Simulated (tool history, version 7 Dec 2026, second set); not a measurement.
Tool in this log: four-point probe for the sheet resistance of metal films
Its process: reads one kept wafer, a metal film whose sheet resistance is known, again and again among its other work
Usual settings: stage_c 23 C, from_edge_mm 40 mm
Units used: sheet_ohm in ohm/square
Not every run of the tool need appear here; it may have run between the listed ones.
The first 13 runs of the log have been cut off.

At hour 376.1: new probe head fitted.
Run 14, hour 378.4: usual settings but from_edge_mm 9 mm. Result: sheet_ohm 5.892170 ohm/square.
Run 15, hour 419.4: usual settings but from_edge_mm 9 mm. Result: sheet_ohm 5.890519 ohm/square.
Run 16, hour 454.7: usual settings. Result: sheet_ohm 5.833277 ohm/square.
Run 17, hour 487.5: usual settings but from_edge_mm 14 mm. Result: sheet_ohm 5.856162 ohm/square.
Run 18, hour 529.9: usual settings but from_edge_mm 14 mm. Result: sheet_ohm 5.857531 ohm/square.
Run 19, hour 559.9: usual settings but from_edge_mm 21 mm. Result: sheet_ohm 5.844984 ohm/square.
Run 20, hour 589.6: usual settings but from_edge_mm 21 mm. Result: sheet_ohm 5.843927 ohm/square.
At hour 592.9: stage's thermometer calibrated.
Run 21, hour 631.9: usual settings but stage_c 25 C. Result: sheet_ohm 5.828609 ohm/square.
Run 22, hour 662.2: usual settings. Result: sheet_ohm 5.834409 ohm/square.
Run 23, hour 681.7: usual settings but stage_c 19 C. Result: sheet_ohm 5.846563 ohm/square.
Run 24, hour 700.5: usual settings but stage_c 19 C. Result: sheet_ohm 5.846249 ohm/square.
Run 25, hour 721.2: usual settings but stage_c 25 C, from_edge_mm 62 mm. Result: sheet_ohm 5.828802 ohm/square.
Run 26, hour 753.7: usual settings but stage_c 27 C, from_edge_mm 28 mm. Result: sheet_ohm 5.829033 ohm/square.
Run 27, hour 790.3: usual settings. Result: sheet_ohm 5.836867 ohm/square.
Run 28, hour 820.1: usual settings but stage_c 27 C, from_edge_mm 6 mm. Result: sheet_ohm 5.961570 ohm/square.
At hour 851.8: stage's thermometer calibrated, once more.
Run 29, hour 859.9: usual settings but stage_c 30 C, from_edge_mm 49 mm. Result: sheet_ohm 5.828990 ohm/square.
Run 30, hour 894.0: usual settings but stage_c 30 C, from_edge_mm 49 mm. Result: sheet_ohm 5.827321 ohm/square.
Run 31, hour 925.9: usual settings but stage_c 30 C, from_edge_mm 49 mm. Result: sheet_ohm 5.830275 ohm/square.
Run 32, hour 966.3: usual settings but from_edge_mm 6 mm. Result: sheet_ohm 5.987476 ohm/square.
Run 33, hour 984.5: usual settings but from_edge_mm 6 mm. Result: sheet_ohm 5.985635 ohm/square.
Run 34, hour 1005.9: usual settings but from_edge_mm 6 mm. Result: sheet_ohm 5.988528 ohm/square.

Estimate the outcome of run 35 from the log above:
Run 35, hour 1047.2: usual settings but stage_c 27 C, from_edge_mm 4 mm. Result: sheet_ohm ?.

{"run 35": {"sheet_ohm": 6.137683}}
If the tool had no hidden condition, the same run with the same run-to-run variation would have returned sheet_ohm 6.107748 ohm/square.
